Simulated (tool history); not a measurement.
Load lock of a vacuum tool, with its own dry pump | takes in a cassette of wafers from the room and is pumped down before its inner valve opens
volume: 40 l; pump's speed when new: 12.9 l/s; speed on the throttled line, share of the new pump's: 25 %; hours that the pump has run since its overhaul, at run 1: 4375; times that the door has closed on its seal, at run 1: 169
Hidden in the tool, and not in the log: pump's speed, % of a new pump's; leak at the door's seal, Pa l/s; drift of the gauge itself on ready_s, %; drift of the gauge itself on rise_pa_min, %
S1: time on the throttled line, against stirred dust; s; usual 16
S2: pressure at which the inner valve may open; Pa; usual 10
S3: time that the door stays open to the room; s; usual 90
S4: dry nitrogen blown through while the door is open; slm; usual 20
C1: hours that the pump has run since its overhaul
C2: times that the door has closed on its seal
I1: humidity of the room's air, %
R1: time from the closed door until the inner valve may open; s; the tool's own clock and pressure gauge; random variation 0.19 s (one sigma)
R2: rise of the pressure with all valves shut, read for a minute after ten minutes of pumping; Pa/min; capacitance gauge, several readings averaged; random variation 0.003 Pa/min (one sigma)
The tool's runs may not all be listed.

Run 1, hour 0.0: usual settings; C1 4375; C2 169; I1 42.0. Result: R1 41.8 s, R2 0.050 Pa/min.
Run 2, hour 567.7: usual settings but S1 25 s; C1 4942; C2 1552; I1 45.4. Result: R1 48.1 s, R2 0.052 Pa/min.
Run 3, hour 1235.5: usual settings but S3 64 s; C1 5610; C2 3178; I1 44.2. Result: R1 42.3 s, R2 0.051 Pa/min.
Run 4, hour 1652.1: usual settings but S3 64 s; C1 6027; C2 4193; I1 44.6. Result: R1 42.0 s, R2 0.053 Pa/min.
Run 5, hour 2115.5: usual settings but S3 64 s; C1 6490; C2 5321; I1 43.9. Result: R1 41.9 s, R2 0.055 Pa/min.
Run 6, hour 2578.7: usual settings but S3 64 s; C1 6953; C2 6449; I1 46.3. Result: R1 42.2 s, R2 0.061 Pa/min.
Run 7, hour 3222.6: usual settings but S1 31 s; C1 7597; C2 8018; I1 46.6. Result: R1 53.2 s, R2 0.077 Pa/min.
Run 8, hour 3696.1: usual settings but S1 31 s; C1 8071; C2 9171; I1 49.0. Result: R1 53.4 s, R2 0.081 Pa/min.
Run 9, hour 4052.5: usual settings but S2 8 Pa; C1 8427; C2 10039; I1 43.0. Result: R1 43.3 s, R2 0.080 Pa/min.
Run 10, hour 4480.3: usual settings but S2 8 Pa; C1 8855; C2 11080; I1 46.2. Result: R1 43.5 s, R2 0.085 Pa/min.
Run 11, hour 4993.9: usual settings but S2 8 Pa; C1 9368; C2 12331; I1 43.0. Result: R1 43.7 s, R2 0.085 Pa/min.
Run 12, hour 5291.7: usual settings but S2 8 Pa; C1 9666; C2 13057; I1 45.6. Result: R1 43.8 s, R2 0.091 Pa/min.
Run 13, hour 5910.6: usual settings but S3 30 s; C1 10285; C2 14564; I1 46.2. Result: R1 43.1 s, R2 0.078 Pa/min.
Run 14, hour 6346.5: usual settings but S3 30 s; C1 10721; C2 15626; I1 45.1. Result: R1 43.6 s, R2 0.078 Pa/min.
At hour 6666.7: dry pump taken out, an overhauled one fitted.
Run 15, hour 6868.3: usual settings but S1 11 s, S3 30 s; C1 202; C2 16882; I1 48.9. Result: R1 37.0 s, R2 0.094 Pa/min.
Run 16, hour 7376.8: usual settings but S3 150 s; C1 710; C2 18120; I1 42.8. Result: R1 41.3 s, R2 0.123 Pa/min.
Run 17, hour 7920.3: usual settings but S3 150 s; C1 1254; C2 19444; I1 45.7. Result: R1 40.9 s, R2 0.130 Pa/min.
Run 18, hour 8445.8: usual settings but S3 150 s; C1 1779; C2 20724; I1 42.3. Result: R1 40.9 s, R2 0.137 Pa/min.
Run 19, hour 9053.4: usual settings but S3 150 s; C1 2387; C2 22203; I1 43.7. Result: R1 41.4 s, R2 0.143 Pa/min.
Run 20, hour 9547.3: usual settings but S3 144 s, S4 10 slm; C1 2881; C2 23406; I1 47.2. Result: R1 41.4 s, R2 0.163 Pa/min.
Run 21, hour 10211.9: usual settings but S3 144 s, S4 10 slm; C1 3545; C2 25025; I1 43.6. Result: R1 41.6 s, R2 0.166 Pa/min.
Run 22, hour 10822.5: usual settings but S3 45 s; C1 4156; C2 26512; I1 44.9. Result: R1 41.6 s, R2 0.143 Pa/min.
Run 23, hour 11281.5: usual settings but S1 15 s, S3 139 s; C1 4615; C2 27630; I1 44.8. Result: R1 40.9 s, R2 0.167 Pa/min.
Run 24, hour 11949.0: usual settings but S1 26 s, S3 118 s; C1 5282; C2 29255; I1 47.5. Result: R1 49.0 s, R2 0.178 Pa/min.
Run 25, hour 12337.1: usual settings but S1 8 s, S4 6 slm; C1 5670; C2 30201; I1 43.6. Result: R1 36.1 s, R2 0.183 Pa/min.
Run 26, hour 12976.0: usual settings but S2 11 Pa, S4 39 slm; C1 6309; C2 31757; I1 43.4. Result: R1 41.6 s, R2 0.168 Pa/min.
Run 27, hour 13415.7: usual settings but S1 9 s, S2 11 Pa; C1 6749; C2 32828; I1 45.3. Result: R1 36.9 s, R2 0.191 Pa/min.
Run 28, hour 14052.4: usual settings but S2 8 Pa, S4 36 slm; C1 7386; C2 34378; I1 43.0. Result: R1 43.7 s, R2 0.193 Pa/min.
Run 29, hour 14415.2: usual settings but S1 12 s, S3 92 s, S4 14 slm; C1 7749; C2 35262; I1 45.1. Result: R1 39.7 s, R2 0.205 Pa/min.
Run 30, hour 15004.0: usual settings but S1 9 s, S2 17 Pa, S3 30 s, S4 14 slm; C1 8337; C2 36696; I1 45.4. Result: R1 35.9 s, R2 0.197 Pa/min.
Run 31, hour 15644.0: usual settings but S1 9 s, S2 17 Pa, S3 30 s, S4 14 slm; C1 8977; C2 38254; I1 45.3. Result: R1 36.3 s, R2 0.209 Pa/min.
Run 32, hour 16176.6: usual settings but S1 9 s, S2 17 Pa, S3 111 s, S4 4 slm; C1 9510; C2 39551; I1 47.9. Result: R1 35.8 s, R2 0.270 Pa/min.
Run 33, hour 16546.8: usual settings but S1 9 s, S2 17 Pa, S3 76 s, S4 4 slm; C1 9880; C2 40453; I1 46.6. Result: R1 36.0 s, R2 0.257 Pa/min.
Run 34, hour 17210.7: usual settings but S1 9 s, S2 17 Pa, S3 76 s, S4 4 slm; C1 10544; C2 42070; I1 44.6. Result: R1 36.5 s, R2 0.265 Pa/min.
At hour 17694.3: dry pump taken out, an overhauled one fitted.
Run 35, hour 17772.3: usual settings but S1 9 s, S2 17 Pa, S3 76 s, S4 4 slm; C1 78; C2 43423; I1 45.5. Result: R1 34.1 s, R2 0.280 Pa/min.
Run 36, hour 18132.4: usual settings but S1 21 s, S2 19 Pa, S3 76 s, S4 4 slm; C1 438; C2 44300; I1 43.5. Result: R1 42.7 s, R2 0.286 Pa/min.
Run 37, hour 18536.2: usual settings but S1 21 s, S2 19 Pa, S3 76 s, S4 4 slm; C1 842; C2 45284; I1 43.7. Result: R1 42.3 s, R2 0.291 Pa/min.

Forecast each of these 4 alternatives for the next run:
Run A, hour 18969.2: usual settings but S1 22 s, S2 19 Pa, S3 76 s, S4 4 slm; C1 1275; C2 46338; I1 45.7. Result: R1 ?, R2 ?.
Run B, hour 18969.2: usual settings but S1 28 s, S2 19 Pa, S3 76 s, S4 4 slm; C1 1275; C2 46338; I1 43.7. Result: R1 ?, R2 ?.
Run C, hour 18969.2: usual settings but S1 28 s, S2 19 Pa, S3 35 s, S4 4 slm; C1 1275; C2 46338; I1 46.3. Result: R1 ?, R2 ?.
Run D, hour 18969.2: usual settings but S2 16 Pa; C1 1275; C2 46338; I1 47.2. Result: R1 ?, R2 ?.

run    R1     R2
  A  43.7  0.302
  B  47.7  0.300
  C  48.4  0.290
  D  39.8  0.290
Without the tool's hidden state the same runs would have given:
run    R1     R2
  A  43.2  0.059
  B  47.3  0.059
  C  48.0  0.045
  D  39.3  0.049

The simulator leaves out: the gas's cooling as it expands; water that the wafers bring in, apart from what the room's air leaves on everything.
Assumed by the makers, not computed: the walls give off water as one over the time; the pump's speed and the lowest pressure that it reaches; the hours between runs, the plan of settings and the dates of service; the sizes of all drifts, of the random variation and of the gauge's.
